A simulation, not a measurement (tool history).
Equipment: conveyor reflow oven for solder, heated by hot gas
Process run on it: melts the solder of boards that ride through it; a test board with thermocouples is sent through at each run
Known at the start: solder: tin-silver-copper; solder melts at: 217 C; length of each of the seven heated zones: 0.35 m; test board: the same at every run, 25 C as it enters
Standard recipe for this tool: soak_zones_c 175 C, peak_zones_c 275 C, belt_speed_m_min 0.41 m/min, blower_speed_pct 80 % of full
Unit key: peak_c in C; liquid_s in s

| run | hour | soak_zones_c | peak_zones_c | belt_speed_m_min | blower_speed_pct | peak_c | liquid_s |
|---|---|---|---|---|---|---|---|
| 1 | 0 | 175 | 275 | 0.41 | 80 | 264 | 89.8 |
| 2 | 37.1 | 175 | 275 | 0.41 | 80 | 264.4 | 89.5 |
| 3 | 71 | 175 | 275 | 0.41 | 80 | 264.7 | 89.4 |
| 4 | 130.9 | 189 | 275 | 0.41 | 80 | 265.9 | 97.8 |
| 5 | 179.7 | 189 | 275 | 0.41 | 80 | 266.3 | 98.1 |
| 6 | 225.8 | 189 | 275 | 0.41 | 80 | 265.3 | 98 |
| 7 | 299.7 | 189 | 275 | 0.41 | 80 | 266.1 | 97.9 |
| 8 | 364.9 | 175 | 275 | 0.41 | 55 | 258.5 | 83.3 |
| 9 | 432.1 | 175 | 275 | 0.41 | 80 | 262.6 | 88.9 |
|  | 460.4 | belt drive overhauled, speed set with a stopwatch |
| 10 | 491.3 | 175 | 275 | 0.41 | 80 | 262.1 | 86 |
| 11 | 530.8 | 175 | 275 | 0.41 | 80 | 262.1 | 86 |
| 12 | 568.6 | 175 | 275 | 0.41 | 80 | 261.6 | 86.3 |
|  | 579.2 | flux residue cleaned out of gas plates and filters |
| 13 | 632.3 | 175 | 275 | 0.41 | 84 | 267.1 | 89.9 |
| 14 | 671.7 | 175 | 275 | 0.41 | 66 | 263.9 | 86.9 |
| 15 | 728.1 | 175 | 275 | 0.41 | 50 | 257.9 | 82 |
| 16 | 768.6 | 175 | 275 | 0.41 | 50 | 257.4 | 81.7 |
| 17 | 809.7 | 169 | 275 | 0.41 | 53 | 258 | 79.3 |
| 18 | 859.5 | 169 | 268 | 0.41 | 53 | 252.6 | 73.3 |
| 19 | 909.9 | 169 | 268 | 0.451 | 53 | 248.2 | 61.6 |
| 20 | 969.4 | 179 | 277 | 0.442 | 90 | 266.7 | 85.4 |
| 21 | 1002.7 | 187 | 267 | 0.444 | 80 | 257.9 | 82.3 |
| 22 | 1056.7 | 170 | 275 | 0.417 | 52 | 256.1 | 77.7 |
| 23 | 1099.1 | 175 | 272 | 0.41 | 58 | 256.6 | 82 |
| 24 | 1134.9 | 185 | 272 | 0.41 | 51 | 255.8 | 86.4 |
| 25 | 1171.4 | 185 | 272 | 0.41 | 51 | 256.1 | 86.6 |
| 26 | 1217.2 | 185 | 272 | 0.41 | 51 | 257.1 | 86.5 |
| 27 | 1275.5 | 185 | 272 | 0.41 | 51 | 255.9 | 86.1 |
| 28 | 1356.7 | 178 | 286 | 0.343 | 52 | 274.7 | 115.5 |
| 29 | 1419.6 | 186 | 263 | 0.489 | 66 | 247.3 | 63.1 |
| 30 | 1500.2 | 186 | 263 | 0.489 | 66 | 246.8 | 63.6 |

Selected run-to-run steps in peak_c, each split into two signed amounts: the part the tool would show with no hidden state at all (from settings, incoming material and random variation), and the remainder, which goes to the hidden state together with any gauge scatter not common to the measured and the hidden-state-free results:
The tool's hidden condition here consists of: heat that the gas passes to the board, % of a clean oven's; belt's true speed, % of the reading; true gas temperature in zones 6 and 7 over the reading, C; drift of the gauge itself on peak_c, C; drift of the gauge itself on liquid_s, %.
Run 9 -> 10: belt drive overhauled, speed set with a stopwatch. peak_c -0.5 C: hidden state -0.9, all else +0.4.
Run 12 -> 13: blower_speed_pct 80 -> 84, flux residue cleaned out of gas plates and filters. peak_c +5.5 C: hidden state +4, all else +1.5.
Run 19 -> 20: soak_zones_c 169 -> 179, peak_zones_c 268 -> 277, belt_speed_m_min 0.451 -> 0.442, blower_speed_pct 53 -> 90. peak_c +18.5 C: hidden state -0.2, all else +18.7.
Run 27 -> 28: soak_zones_c 185 -> 178, peak_zones_c 272 -> 286, belt_speed_m_min 0.41 -> 0.343, blower_speed_pct 51 -> 52. peak_c +18.8 C: hidden state +0.2, all else +18.6.
Run 28 -> 29: soak_zones_c 178 -> 186, peak_zones_c 286 -> 263, belt_speed_m_min 0.343 -> 0.489, blower_speed_pct 52 -> 66. peak_c -27.4 C: hidden state -1.4, all else -26.

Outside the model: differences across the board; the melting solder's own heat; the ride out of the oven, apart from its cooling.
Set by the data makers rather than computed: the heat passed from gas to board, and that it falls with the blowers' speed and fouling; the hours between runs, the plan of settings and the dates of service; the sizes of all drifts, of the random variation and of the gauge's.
